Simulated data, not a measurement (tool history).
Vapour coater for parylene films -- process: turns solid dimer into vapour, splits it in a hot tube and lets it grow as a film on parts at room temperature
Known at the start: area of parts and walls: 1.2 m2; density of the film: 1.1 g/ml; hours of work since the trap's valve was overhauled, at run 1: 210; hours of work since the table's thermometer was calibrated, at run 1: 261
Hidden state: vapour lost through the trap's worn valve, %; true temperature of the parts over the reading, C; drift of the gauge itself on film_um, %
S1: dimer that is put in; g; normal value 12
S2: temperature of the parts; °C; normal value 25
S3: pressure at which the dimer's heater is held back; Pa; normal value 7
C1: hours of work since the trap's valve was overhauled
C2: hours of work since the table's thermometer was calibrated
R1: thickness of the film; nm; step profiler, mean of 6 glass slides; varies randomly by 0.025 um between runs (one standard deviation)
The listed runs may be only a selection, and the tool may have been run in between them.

run	hour	S1	S2	S3	C1	C2	R1
1	0	12	25	7	210	261	6010
2	56.7	12	25	7	235	286	5950
3	111.8	12	25	7	260	310	5930
4	151.8	12	25	7	277	327	5880
5	208.6	12	25	7	302	352	5870
6	251.3	12	25	4.11	321	371	6030
7	303.9	12	25	4.11	344	394	5970
8	345.4	9	25	7	362	412	4340
9	390.7	12	25	7	382	432	5790
# hour 404: trap's valve overhauled
10	439.5	12	25	3.47	16	452	6540
11	498.1	12	25	7	41	478	6250
12	526.7	12	25	7	54	490	6270
13	570.2	12	25	7	73	509	6220
14	609.8	12	25	7	90	527	6230
15	651.3	12	25	7	109	545	6190
16	710.5	15	25	7	135	571	7700
17	743.2	15	25	7	149	585	7670
18	792.1	15	25	7	170	607	7680
19	837.9	15	25	7	191	627	7610
20	870.9	12	25	7	205	641	6050
21	900.4	12	25	7	218	654	6020
22	934.6	12	25	7	233	669	6050
23	977.5	12	25	7	252	688	5970
24	1018.7	18	25	7	270	706	8930
25	1076.4	18	25	7	295	732	8900
26	1107.6	12	30	7	309	745	5400
27	1145.4	12	30	7	326	762	5400
28	1195.4	6	20	7	348	784	3210
29	1223.1	6	20	4.34	360	796	3260
30	1276	6	20	4.34	383	819	3260
# hour 1289.1: trap's valve overhauled
31	1316.8	6	20	4.34	12	836	3560
32	1374.1	6	34	4.34	37	861	2750
33	1421.8	21	25	8.61	58	882	10940
34	1475.9	7	18	4.69	82	905	4220
35	1514.6	11	25	4.93	99	922	5820
36	1571.2	9	25	2.23	124	947	4940
37	1600.6	16	25	7	137	960	8210
38	1632.8	16	25	7	151	974	8230
39	1669.5	15	25	11.92	167	990	7530
40	1714.4	15	36	3.76	187	1010	6500
41	1766.9	15	36	3.76	210	1033	6440
42	1826	12	27	7	236	1059	5840
43	1858	12	19	2.42	250	1073	7110
44	1886.1	6	35	3.54	262	1086	2600
45	1914.8	15	35	3.19	275	1098	6560
46	1949.5	11	27	3.32	290	1113	5510
47	1994.2	11	27	3.32	310	1133	5500
48	2050.4	6	18	7	334	1158	3360

Alternative continuations, all from the tool just after run 48; predict every row:
A	2110.1	15	27	7	361	1184	?
B	2110.1	12	26	4.39	361	1184	?
C	2110.1	13	33	3.81	361	1184	?

run	R1
A	7100
B	5880
C	5680
Without the tool's hidden state the same runs would have given:
run	R1
A	7660
B	6340
C	6120
